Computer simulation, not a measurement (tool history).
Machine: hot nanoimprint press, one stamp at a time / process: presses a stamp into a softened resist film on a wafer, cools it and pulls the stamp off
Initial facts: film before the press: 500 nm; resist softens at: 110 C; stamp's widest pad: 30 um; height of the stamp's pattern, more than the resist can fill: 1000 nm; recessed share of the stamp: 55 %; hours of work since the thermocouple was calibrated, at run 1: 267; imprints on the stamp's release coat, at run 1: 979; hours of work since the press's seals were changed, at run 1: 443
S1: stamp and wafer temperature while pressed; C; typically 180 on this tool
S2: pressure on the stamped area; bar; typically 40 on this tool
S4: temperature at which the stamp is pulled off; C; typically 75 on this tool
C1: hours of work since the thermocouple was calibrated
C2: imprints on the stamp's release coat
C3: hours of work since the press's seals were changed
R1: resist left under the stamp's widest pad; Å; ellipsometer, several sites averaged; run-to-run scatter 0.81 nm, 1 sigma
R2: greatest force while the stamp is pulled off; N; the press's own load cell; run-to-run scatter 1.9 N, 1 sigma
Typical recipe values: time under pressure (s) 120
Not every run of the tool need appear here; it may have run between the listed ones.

Run 1, hour 0: usual settings; C1 267; C2 979; C3 443. Result: R1 1769 Å, R2 128 N.
Run 2, hour 58.5: usual settings but S2 25.8 bar; C1 313; C2 1322; C3 489. Result: R1 2151 Å, R2 132 N.
Run 3, hour 116.9: usual settings but S2 25.8 bar; C1 358; C2 1665; C3 535. Result: R1 2155 Å, R2 134 N.
Run 4, hour 166.1: usual settings but S2 25.8 bar; C1 397; C2 1953; C3 574. Result: R1 2126 Å, R2 137 N.
At hour 184.7: stamp cleaned and given a new release coat.
Run 5, hour 238.3: usual settings but S1 176 C; C1 449; C2 314; C3 626. Result: R1 2067 Å, R2 119 N.
Run 6, hour 293.4: usual settings but S1 176 C; C1 492; C2 637; C3 669. Result: R1 2056 Å, R2 119 N.
At hour 306.2: plate thermocouple calibrated.
Run 7, hour 341.7: usual settings but S1 176 C; C1 28; C2 903; C3 705. Result: R1 2211 Å, R2 130 N.
Run 8, hour 377.3: usual settings but S1 176 C; C1 56; C2 1111; C3 733. Result: R1 2215 Å, R2 126 N.
Run 9, hour 410.7: usual settings but time under pressure (s) 144; C1 82; C2 1308; C3 759. Result: R1 1730 Å, R2 131 N.
Run 10, hour 462.5: usual settings but S4 68 C; C1 123; C2 1611; C3 800. Result: R1 1831 Å, R2 143 N.
At hour 480.1: press's hydraulic seals changed and the load cell set to zero.
Run 11, hour 536.2: usual settings but S4 68 C; C1 174; C2 1997; C3 44. Result: R1 1807 Å, R2 147 N.
At hour 547.9: stamp cleaned and given a new release coat.
Run 12, hour 584.9: usual settings; C1 208; C2 217; C3 78. Result: R1 1805 Å, R2 116 N.
Run 13, hour 613.1: usual settings; C1 230; C2 382; C3 100. Result: R1 1803 Å, R2 115 N.
Run 14, hour 651.1: usual settings; C1 260; C2 605; C3 130. Result: R1 1803 Å, R2 124 N.
Run 15, hour 682.3: usual settings; C1 284; C2 788; C3 154. Result: R1 1784 Å, R2 124 N.
Run 16, hour 714.3: usual settings but S2 31.8 bar, time under pressure (s) 159; C1 310; C2 976; C3 179. Result: R1 1777 Å, R2 128 N.
Run 17, hour 780: usual settings but S2 63.7 bar, time under pressure (s) 141; C1 361; C2 1361; C3 231. Result: R1 1305 Å, R2 134 N.
Run 18, hour 833.1: usual settings but S1 169 C, S2 40.4 bar, time under pressure (s) 150, S4 83 C; C1 403; C2 1672; C3 273. Result: R1 2659 Å, R2 131 N.
At hour 900.6: stamp cleaned and given a new release coat.
Run 19, hour 905.6: usual settings but S1 176 C, S2 43.6 bar, time under pressure (s) 105, S4 65 C; C1 455; C2 29; C3 325. Result: R1 2126 Å, R2 123 N.
Run 20, hour 948.6: usual settings but S1 191 C, time under pressure (s) 117, S4 70 C; C1 489; C2 281; C3 359. Result: R1 1099 Å, R2 118 N.
At hour 963.1: plate thermocouple calibrated.
Run 21, hour 1016.2: usual settings but S1 186 C, time under pressure (s) 117, S4 63 C; C1 42; C2 660; C3 409. Result: R1 1408 Å, R2 136 N.
Run 22, hour 1054.7: usual settings but S2 55.7 bar; C1 72; C2 886; C3 440. Result: R1 1529 Å, R2 126 N.
Run 23, hour 1095.9: usual settings but S1 172 C, S2 55.7 bar, S4 71 C; C1 104; C2 1128; C3 472. Result: R1 2228 Å, R2 130 N.
Run 24, hour 1160.6: usual settings but time under pressure (s) 200, S4 76 C; C1 155; C2 1507; C3 523. Result: R1 1443 Å, R2 133 N.
Run 25, hour 1188.2: usual settings but S1 190 C; C1 177; C2 1669; C3 545. Result: R1 1159 Å, R2 138 N.
At hour 1256.8: stamp cleaned and given a new release coat.
Run 26, hour 1257: usual settings but S1 182 C, S2 35.1 bar, time under pressure (s) 238; C1 226; C2 1; C3 594. Result: R1 1293 Å, R2 112 N.
Run 27, hour 1293.6: usual settings but S4 81 C; C1 255; C2 215; C3 623. Result: R1 1772 Å, R2 113 N.
Run 28, hour 1341.1: usual settings but S4 81 C; C1 292; C2 494; C3 660. Result: R1 1746 Å, R2 116 N.
Run 29, hour 1395.4: usual settings but S1 185 C, time under pressure (s) 208, S4 82 C; C1 335; C2 813; C3 703. Result: R1 1117 Å, R2 119 N.

Some steps in R1 between neighbouring runs. How much of each would the tool show without its hidden state too (settings, what came in, random variation), and how much is left for the hidden state, with any gauge scatter that isn't in both results?
Hidden state at play: true temperature over the reading, C; pressure that arrives at the usual setting, %; grip of the stamp's worn release coat, % over a new coat's; drift of the gauge itself on residual_nm, %; drift of the gauge itself on pull_off_n, %.
Run 6 -> 7: plate thermocouple calibrated. R1 +155 Å: hidden state +174, all else -19.
Run 17 -> 18: S1 180 -> 169, S2 63.7 -> 40.4, time under pressure (s) 141 -> 150, S4 75 -> 83. R1 +1354 Å: hidden state -47, all else +1401.
Run 19 -> 20: S1 176 -> 191, S2 43.6 -> 40, time under pressure (s) 105 -> 117, S4 65 -> 70. R1 -1027 Å: hidden state +35, all else -1062.
